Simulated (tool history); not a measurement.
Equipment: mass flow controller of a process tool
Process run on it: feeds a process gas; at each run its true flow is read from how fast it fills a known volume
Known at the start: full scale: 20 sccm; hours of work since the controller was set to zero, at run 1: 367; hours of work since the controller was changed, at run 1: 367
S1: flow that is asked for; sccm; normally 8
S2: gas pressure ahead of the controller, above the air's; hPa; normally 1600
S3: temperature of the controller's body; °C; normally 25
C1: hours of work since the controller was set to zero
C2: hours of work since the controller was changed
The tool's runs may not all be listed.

{"run": 1, "hour": 0.0, "S1": 8, "S2": 1600, "S3": 25, "C1": 367, "C2": 367, "true flow (%)": 98.74}
{"run": 2, "hour": 148.5, "S1": 8, "S2": 1600, "S3": 22, "C1": 437, "C2": 437, "true flow (%)": 98.62}
{"run": 3, "hour": 406.3, "S1": 8, "S2": 2070, "S3": 25, "C1": 558, "C2": 558, "true flow (%)": 98.71}
{"run": 4, "hour": 531.0, "S1": 8, "S2": 2070, "S3": 25, "C1": 617, "C2": 617, "true flow (%)": 98.66}
{"run": 5, "hour": 779.8, "S1": 8, "S2": 2070, "S3": 25, "C1": 734, "C2": 734, "true flow (%)": 98.73}
{"run": 6, "hour": 959.4, "S1": 3, "S2": 1600, "S3": 25, "C1": 819, "C2": 819, "true flow (%)": 99.02}
{"run": 7, "hour": 1140.5, "S1": 3, "S2": 1600, "S3": 25, "C1": 904, "C2": 904, "true flow (%)": 99.2}
{"run": 8, "hour": 1349.2, "S1": 3, "S2": 1600, "S3": 25, "C1": 1002, "C2": 1002, "true flow (%)": 99.43}
{"run": 9, "hour": 1565.2, "S1": 3, "S2": 1600, "S3": 25, "C1": 1104, "C2": 1104, "true flow (%)": 99.46}
{"run": 10, "hour": 1699.7, "S1": 8, "S2": 1600, "S3": 25, "C1": 1167, "C2": 1167, "true flow (%)": 99.43}
{"run": 11, "hour": 1819.1, "S1": 8, "S2": 1600, "S3": 25, "C1": 1223, "C2": 1223, "true flow (%)": 99.41}
{"run": 12, "hour": 2049.7, "S1": 8, "S2": 1600, "S3": 25, "C1": 1332, "C2": 1332, "true flow (%)": 99.51}
{"run": 13, "hour": 2232.3, "S1": 8, "S2": 1790, "S3": 25, "C1": 1418, "C2": 1418, "true flow (%)": 99.45}
{"run": 14, "hour": 2482.1, "S1": 8, "S2": 1790, "S3": 25, "C1": 1535, "C2": 1535, "true flow (%)": 99.49}
{"run": 15, "hour": 2618.0, "S1": 4, "S2": 1750, "S3": 40, "C1": 1599, "C2": 1599, "true flow (%)": 101.45}
{"run": 16, "hour": 2815.7, "S1": 8, "S2": 1600, "S3": 34, "C1": 1692, "C2": 1692, "true flow (%)": 100.72}
{"run": 17, "hour": 2944.8, "S1": 13, "S2": 2480, "S3": 31, "C1": 1753, "C2": 1753, "true flow (%)": 100.21}

Estimate the outcome of run 18 from the log above:
{"run": 18, "hour": 3161.7, "S1": 13, "S2": 2480, "S3": 31, "C1": 1855, "C2": 1855, "true flow (%)": "?"}

Logged for run 18: true flow (%) 100.36.
Take away the tool's hidden state, keep the run-to-run variation as it was, and the same run would have given true flow (%) 99.41.
